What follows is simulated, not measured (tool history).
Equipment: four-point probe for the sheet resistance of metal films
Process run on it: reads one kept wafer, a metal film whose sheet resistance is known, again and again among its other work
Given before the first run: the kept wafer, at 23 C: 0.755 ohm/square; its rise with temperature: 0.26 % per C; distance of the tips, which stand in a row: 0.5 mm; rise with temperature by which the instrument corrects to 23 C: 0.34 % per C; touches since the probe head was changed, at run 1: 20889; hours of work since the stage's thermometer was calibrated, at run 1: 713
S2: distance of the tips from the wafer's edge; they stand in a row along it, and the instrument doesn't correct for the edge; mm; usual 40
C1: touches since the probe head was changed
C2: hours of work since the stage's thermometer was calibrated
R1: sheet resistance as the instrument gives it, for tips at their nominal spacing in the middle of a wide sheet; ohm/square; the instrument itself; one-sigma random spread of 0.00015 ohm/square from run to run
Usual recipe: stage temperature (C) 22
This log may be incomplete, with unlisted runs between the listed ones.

{"run": 1, "hour": 0.0, "stage temperature (C)": 22, "S2": 40, "C1": 20889, "C2": 713, "R1": 0.753674}
{"run": 2, "hour": 73.3, "stage temperature (C)": 22, "S2": 40, "C1": 24260, "C2": 758, "R1": 0.7533}
{"run": 3, "hour": 148.3, "stage temperature (C)": 22, "S2": 40, "C1": 27708, "C2": 804, "R1": 0.752786}
{"run": 4, "hour": 196.2, "stage temperature (C)": 23, "S2": 40, "C1": 29914, "C2": 834, "R1": 0.751922}
{"run": 5, "hour": 254.7, "stage temperature (C)": 23, "S2": 40, "C1": 32601, "C2": 870, "R1": 0.751768}
{"run": 6, "hour": 334.2, "stage temperature (C)": 22, "S2": 40, "C1": 36258, "C2": 919, "R1": 0.752089}
{"run": 7, "hour": 372.6, "stage temperature (C)": 34, "S2": 40, "C1": 38026, "C2": 943, "R1": 0.744266}
{"run": 8, "hour": 416.8, "stage temperature (C)": 22, "S2": 40, "C1": 40057, "C2": 970, "R1": 0.751705}
{"run": 9, "hour": 464.3, "stage temperature (C)": 22, "S2": 10, "C1": 42244, "C2": 999, "R1": 0.752364}
{"run": 10, "hour": 539.7, "stage temperature (C)": 22, "S2": 40, "C1": 45710, "C2": 1046, "R1": 0.750972}
{"run": 11, "hour": 622.0, "stage temperature (C)": 22, "S2": 40, "C1": 49497, "C2": 1096, "R1": 0.750612}
{"run": 12, "hour": 699.3, "stage temperature (C)": 22, "S2": 40, "C1": 53053, "C2": 1144, "R1": 0.75026}
{"run": 13, "hour": 739.5, "stage temperature (C)": 22, "S2": 40, "C1": 54902, "C2": 1169, "R1": 0.750099}
{"run": 14, "hour": 788.1, "stage temperature (C)": 22, "S2": 40, "C1": 57135, "C2": 1199, "R1": 0.749694}
{"run": 15, "hour": 830.9, "stage temperature (C)": 22, "S2": 40, "C1": 59102, "C2": 1225, "R1": 0.74958}
{"run": 16, "hour": 913.2, "stage temperature (C)": 25, "S2": 40, "C1": 62888, "C2": 1276, "R1": 0.747049}
{"run": 17, "hour": 981.5, "stage temperature (C)": 25, "S2": 40, "C1": 66030, "C2": 1318, "R1": 0.74692}
{"run": 18, "hour": 1051.4, "stage temperature (C)": 25, "S2": 40, "C1": 69245, "C2": 1361, "R1": 0.746509}
{"run": 19, "hour": 1086.8, "stage temperature (C)": 22, "S2": 40, "C1": 70875, "C2": 1383, "R1": 0.748118}
{"run": 20, "hour": 1174.7, "stage temperature (C)": 22, "S2": 40, "C1": 74917, "C2": 1437, "R1": 0.747573}
{"run": 21, "hour": 1237.2, "stage temperature (C)": 29, "S2": 5, "C1": 77793, "C2": 1476, "R1": 0.747008}
{"run": 22, "hour": 1315.6, "stage temperature (C)": 25, "S2": 59, "C1": 81397, "C2": 1524, "R1": 0.744948}
{"run": 23, "hour": 1391.8, "stage temperature (C)": 22, "S2": 9, "C1": 84904, "C2": 1571, "R1": 0.747781}
{"run": 24, "hour": 1459.6, "stage temperature (C)": 22, "S2": 9, "C1": 88022, "C2": 1613, "R1": 0.747786}
{"run": 25, "hour": 1532.7, "stage temperature (C)": 22, "S2": 9, "C1": 91382, "C2": 1658, "R1": 0.74733}
{"run": 26, "hour": 1579.5, "stage temperature (C)": 24, "S2": 6, "C1": 93536, "C2": 1687, "R1": 0.74707}
{"hour": 1587.9, "done": "stage's thermometer calibrated"}
{"run": 27, "hour": 1619.5, "stage temperature (C)": 24, "S2": 6, "C1": 95353, "C2": 20, "R1": 0.746619}
{"run": 28, "hour": 1680.6, "stage temperature (C)": 24, "S2": 6, "C1": 98163, "C2": 57, "R1": 0.746078}
{"run": 29, "hour": 1759.1, "stage temperature (C)": 29, "S2": 22, "C1": 101770, "C2": 106, "R1": 0.74032}
{"hour": 1765.0, "done": "stage's thermometer calibrated, once more"}
{"run": 30, "hour": 1831.4, "stage temperature (C)": 21, "S2": 35, "C1": 105076, "C2": 41, "R1": 0.745474}
{"run": 31, "hour": 1886.1, "stage temperature (C)": 29, "S2": 11, "C1": 107591, "C2": 75, "R1": 0.740934}
{"run": 32, "hour": 1938.7, "stage temperature (C)": 29, "S2": 11, "C1": 110010, "C2": 107, "R1": 0.740554}
{"hour": 1980.6, "done": "new probe head fitted"}
{"run": 33, "hour": 1993.5, "stage temperature (C)": 29, "S2": 11, "C1": 597, "C2": 140, "R1": 0.751972}
{"run": 34, "hour": 2072.0, "stage temperature (C)": 29, "S2": 11, "C1": 4206, "C2": 189, "R1": 0.751648}
{"run": 35, "hour": 2136.5, "stage temperature (C)": 23, "S2": 22, "C1": 7172, "C2": 229, "R1": 0.75456}
{"run": 36, "hour": 2224.0, "stage temperature (C)": 21, "S2": 11, "C1": 11196, "C2": 282, "R1": 0.755888}
{"run": 37, "hour": 2285.2, "stage temperature (C)": 21, "S2": 11, "C1": 14010, "C2": 320, "R1": 0.755841}

The next listed run, before its measurement:
{"run": 38, "hour": 2367.7, "stage temperature (C)": 26, "S2": 66, "C1": 17804, "C2": 371, "R1": "?"}

{"run 38": {"R1": 0.751504}}
If the tool had no hidden condition, the same run with the same run-to-run variation would have returned R1 0.753279 ohm/square.
